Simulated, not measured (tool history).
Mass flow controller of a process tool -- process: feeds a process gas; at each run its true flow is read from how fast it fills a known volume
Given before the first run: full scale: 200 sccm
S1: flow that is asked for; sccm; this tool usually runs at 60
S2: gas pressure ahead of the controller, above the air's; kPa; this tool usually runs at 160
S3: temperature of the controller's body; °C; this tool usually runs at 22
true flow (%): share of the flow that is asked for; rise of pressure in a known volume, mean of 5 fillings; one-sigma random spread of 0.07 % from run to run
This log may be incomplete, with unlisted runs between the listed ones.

Run 1, hour 0: usual settings. Result: true flow (%) 98.48.
Run 2, hour 240.3: usual settings. Result: true flow (%) 98.5.
Run 3, hour 505.9: usual settings. Result: true flow (%) 98.31.
Run 4, hour 744.3: usual settings. Result: true flow (%) 98.48.
Run 5, hour 1022.3: usual settings. Result: true flow (%) 98.39.
Run 6, hour 1207.3: usual settings. Result: true flow (%) 98.38.
Run 7, hour 1462.3: usual settings. Result: true flow (%) 98.58.
Run 8, hour 1828.4: usual settings but S1 135 sccm. Result: true flow (%) 99.44.
Run 9, hour 2065.2: usual settings but S1 135 sccm. Result: true flow (%) 99.54.
Run 10, hour 2396.7: usual settings. Result: true flow (%) 98.41.
Run 11, hour 2703.2: usual settings. Result: true flow (%) 98.5.
Run 12, hour 2962.5: usual settings but S2 231 kPa, S3 23 °C. Result: true flow (%) 97.97.
Run 13, hour 3157.8: usual settings but S2 231 kPa, S3 23 °C. Result: true flow (%) 97.87.
Run 14, hour 3563.2: usual settings but S2 254 kPa, S3 27 °C. Result: true flow (%) 97.46.
Run 15, hour 3983.6: usual settings but S1 28 sccm, S2 248 kPa, S3 25 °C. Result: true flow (%) 97.16.
Run 16, hour 4243.9: usual settings but S1 28 sccm, S2 248 kPa, S3 25 °C. Result: true flow (%) 97.01.
Run 17, hour 4469.5: usual settings but S2 224 kPa, S3 26 °C. Result: true flow (%) 97.7.
Run 18, hour 4857: usual settings but S1 92 sccm, S2 224 kPa. Result: true flow (%) 98.55.
Run 19, hour 5201.4: usual settings but S1 92 sccm, S2 224 kPa. Result: true flow (%) 98.51.
Run 20, hour 5521.5: usual settings but S1 115 sccm, S2 172 kPa, S3 38 °C. Result: true flow (%) 97.66.
Run 21, hour 5708.7: usual settings but S3 30 °C. Result: true flow (%) 97.59.

Below are 5 alternative next runs, each starting from the tool's condition after run 21. Predict each:
At hour 5772.4: controller's zero set anew.
Run A, hour 5891.6: usual settings but S1 151 sccm, S3 40 °C. Result: true flow (%) ?.
At hour 5772.4: controller's zero set anew.
Run B, hour 5891.6: usual settings but S1 49 sccm, S3 30 °C. Result: true flow (%) ?.
At hour 5772.4: controller's zero set anew.
Run C, hour 5891.6: usual settings but S1 101 sccm, S3 30 °C. Result: true flow (%) ?.
At hour 5772.4: controller's zero set anew.
Run D, hour 5891.6: usual settings but S1 23 sccm, S2 162 kPa, S3 30 °C. Result: true flow (%) ?.
At hour 5772.4: controller's zero set anew.
Run E, hour 5891.6: usual settings but S1 58 sccm, S2 257 kPa, S3 21 °C. Result: true flow (%) ?.

run  true flow (%)
  A             98
  B          97.52
  C          98.29
  D          97.07
  E          97.87
Take away the tool's hidden state, keep each run's random variation, and the runs would have read:
run  true flow (%)
  A          98.02
  B          97.54
  C          98.31
  D          97.09
  E          97.89
